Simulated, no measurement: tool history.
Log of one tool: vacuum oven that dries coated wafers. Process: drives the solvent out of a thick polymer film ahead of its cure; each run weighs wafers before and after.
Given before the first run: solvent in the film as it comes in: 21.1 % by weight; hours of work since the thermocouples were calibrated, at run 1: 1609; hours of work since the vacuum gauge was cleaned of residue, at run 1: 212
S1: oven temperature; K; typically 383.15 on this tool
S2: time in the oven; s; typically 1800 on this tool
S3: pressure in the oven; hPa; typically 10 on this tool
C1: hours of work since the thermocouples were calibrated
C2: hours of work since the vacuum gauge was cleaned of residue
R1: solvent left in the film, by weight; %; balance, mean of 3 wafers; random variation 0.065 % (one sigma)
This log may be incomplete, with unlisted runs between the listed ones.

| run | hour | S1 | S2 | S3 | C1 | C2 | R1 |
|---|---|---|---|---|---|---|---|
| 1 | 0 | 383.15 | 1800 | 10 | 1609 | 212 | 5.16 |
| 2 | 7.8 | 383.15 | 1800 | 30.2 | 1612 | 215 | 7.07 |
| 3 | 22.8 | 383.15 | 1800 | 30.2 | 1619 | 222 | 6.94 |
| 4 | 36.5 | 383.15 | 1800 | 30.2 | 1625 | 228 | 6.94 |
| 5 | 45.5 | 383.15 | 1800 | 30.2 | 1629 | 232 | 6.97 |
| 6 | 55.4 | 371.15 | 1380 | 12.4 | 1633 | 236 | 10.88 |
| 7 | 67.2 | 375.15 | 1680 | 32.1 | 1639 | 242 | 10.7 |
| 8 | 73.5 | 375.15 | 1680 | 32.1 | 1641 | 245 | 10.46 |
| 9 | 86.8 | 375.15 | 1680 | 32.1 | 1647 | 250 | 10.4 |
| 10 | 96 | 375.15 | 1680 | 32.1 | 1651 | 255 | 10.42 |

Here are 5 independent what-if runs from the current tool condition. What would each one return?
| A | 109.8 | 375.15 | 3060 | 27.2 | 1658 | 261 | ? |
| B | 109.8 | 383.15 | 2460 | 6.7 | 1658 | 261 | ? |
| C | 109.8 | 383.15 | 1800 | 11.7 | 1658 | 261 | ? |
| D | 109.8 | 397.15 | 2040 | 16.7 | 1658 | 261 | ? |
| E | 109.8 | 374.15 | 1680 | 32.1 | 1658 | 261 | ? |

| run | R1 |
|---|---|
| A | 7.21 |
| B | 3.22 |
| C | 5.49 |
| D | 1.95 |
| E | 10.69 |
Without the tool's unlogged condition, the same runs would have read:
| run | R1 |
|---|---|
| A | 5.91 |
| B | 2.32 |
| C | 4.36 |
| D | 1.48 |
| E | 9.37 |

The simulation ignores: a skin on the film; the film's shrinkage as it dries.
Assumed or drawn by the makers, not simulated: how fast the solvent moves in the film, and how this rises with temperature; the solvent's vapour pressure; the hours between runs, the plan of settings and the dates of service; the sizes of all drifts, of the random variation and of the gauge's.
